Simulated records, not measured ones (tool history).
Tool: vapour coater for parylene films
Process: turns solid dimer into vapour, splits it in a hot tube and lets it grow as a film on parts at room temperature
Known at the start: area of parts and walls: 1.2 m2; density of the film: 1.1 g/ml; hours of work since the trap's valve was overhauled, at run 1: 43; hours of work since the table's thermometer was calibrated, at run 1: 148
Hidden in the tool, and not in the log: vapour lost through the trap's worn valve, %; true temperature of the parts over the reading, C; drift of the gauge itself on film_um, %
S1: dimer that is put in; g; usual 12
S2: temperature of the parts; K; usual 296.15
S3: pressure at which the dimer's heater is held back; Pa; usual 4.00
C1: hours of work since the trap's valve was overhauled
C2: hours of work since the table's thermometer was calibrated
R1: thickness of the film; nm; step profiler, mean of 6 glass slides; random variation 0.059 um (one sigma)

| run | hour | S1 | S2 | S3 | C1 | C2 | R1 |
|---|---|---|---|---|---|---|---|
| 1 | 0.0 | 12 | 296.15 | 4.00 | 43 | 148 | 6690 |
| 2 | 8.2 | 12 | 296.15 | 4.00 | 50 | 155 | 6830 |
| 3 | 20.4 | 12 | 296.15 | 4.00 | 59 | 164 | 6700 |
| 4 | 28.6 | 12 | 296.15 | 4.00 | 66 | 171 | 6850 |
| 5 | 40.5 | 12 | 296.15 | 4.00 | 75 | 180 | 6690 |
| 6 | 49.2 | 12 | 296.15 | 4.00 | 82 | 187 | 6660 |
| 7 | 65.8 | 12 | 296.15 | 4.00 | 95 | 200 | 6580 |
| 8 | 75.1 | 12 | 296.15 | 4.00 | 102 | 208 | 6520 |
| 9 | 86.9 | 12 | 296.15 | 4.00 | 112 | 217 | 6520 |
| 10 | 98.0 | 12 | 296.15 | 4.00 | 120 | 226 | 6590 |
| 11 | 112.8 | 12 | 296.15 | 4.00 | 132 | 237 | 6560 |
| 12 | 129.6 | 12 | 296.15 | 4.00 | 145 | 250 | 6470 |
| 13 | 138.7 | 12 | 295.15 | 4.00 | 152 | 258 | 6680 |
| 14 | 147.0 | 12 | 296.15 | 4.00 | 159 | 264 | 6480 |
| 15 | 161.0 | 12 | 296.15 | 4.00 | 170 | 275 | 6420 |
| 16 | 171.4 | 12 | 296.15 | 4.00 | 178 | 283 | 6340 |
| 17 | 184.6 | 12 | 296.15 | 4.00 | 189 | 294 | 6400 |
| 18 | 196.0 | 12 | 296.15 | 4.00 | 197 | 303 | 6310 |
| 19 | 209.0 | 12 | 296.15 | 4.00 | 208 | 313 | 6260 |
| 20 | 224.3 | 12 | 296.15 | 4.00 | 220 | 325 | 6330 |
|  | 229.2 | trap's valve overhauled |
| 21 | 237.1 | 12 | 296.15 | 4.00 | 6 | 332 | 5900 |
| 22 | 251.6 | 11 | 296.15 | 4.00 | 18 | 343 | 5360 |
| 23 | 267.7 | 12 | 296.15 | 4.00 | 30 | 356 | 5840 |
| 24 | 279.0 | 19 | 295.15 | 4.65 | 39 | 365 | 9280 |
| 25 | 287.4 | 7 | 293.15 | 4.07 | 46 | 371 | 3760 |
| 26 | 301.2 | 10 | 291.15 | 5.44 | 57 | 382 | 5500 |
| 27 | 317.8 | 13 | 299.15 | 2.53 | 70 | 395 | 5880 |
|  | 324.1 | trap's valve overhauled, once more |
| 28 | 337.2 | 7 | 300.15 | 11.12 | 10 | 407 | 2990 |
| 29 | 348.4 | 12 | 301.15 | 4.00 | 19 | 416 | 5650 |
| 30 | 363.6 | 8 | 304.15 | 9.47 | 31 | 428 | 3010 |
| 31 | 379.1 | 8 | 304.15 | 9.47 | 43 | 440 | 3000 |
| 32 | 395.9 | 7 | 293.15 | 2.60 | 57 | 454 | 4600 |
| 33 | 410.3 | 22 | 308.15 | 3.83 | 68 | 465 | 7920 |
| 34 | 418.0 | 20 | 301.15 | 7.55 | 74 | 471 | 8360 |
| 35 | 427.2 | 20 | 301.15 | 7.55 | 81 | 478 | 8460 |
| 36 | 438.9 | 12 | 288.15 | 3.22 | 90 | 487 | 8560 |
| 37 | 449.8 | 6 | 299.15 | 5.67 | 99 | 496 | 2780 |
| 38 | 457.3 | 12 | 296.15 | 2.41 | 105 | 502 | 6930 |
| 39 | 467.7 | 12 | 290.15 | 3.46 | 113 | 510 | 8340 |
| 40 | 483.8 | 12 | 296.15 | 3.50 | 126 | 523 | 6620 |
| 41 | 491.9 | 12 | 296.15 | 3.50 | 132 | 529 | 6650 |
| 42 | 504.3 | 16 | 302.15 | 8.82 | 142 | 539 | 6080 |
| 43 | 514.7 | 12 | 300.15 | 5.44 | 150 | 547 | 5330 |
| 44 | 527.3 | 6 | 296.15 | 4.56 | 160 | 557 | 3130 |
| 45 | 540.0 | 6 | 296.15 | 4.56 | 170 | 567 | 3150 |
| 46 | 554.0 | 18 | 289.15 | 2.13 | 181 | 578 | 12370 |

5 ways to go on from here, each from the tool as it stands after run 46. What would each give?
| A | 566.6 | 12 | 302.15 | 2.43 | 191 | 588 | ? |
| B | 566.6 | 15 | 292.15 | 3.34 | 191 | 588 | ? |
| C | 566.6 | 12 | 299.15 | 4.98 | 191 | 588 | ? |
| D | 566.6 | 18 | 289.15 | 4.65 | 191 | 588 | ? |
| E | 566.6 | 18 | 300.15 | 10.19 | 191 | 588 | ? |

| run | R1 |
|---|---|
| A | 5390 |
| B | 9420 |
| C | 5410 |
| D | 11870 |
| E | 7100 |
Without the tool's hidden state the same runs would have given:
| run | R1 |
|---|---|
| A | 5920 |
| B | 10350 |
| C | 5950 |
| D | 13050 |
| E | 7800 |
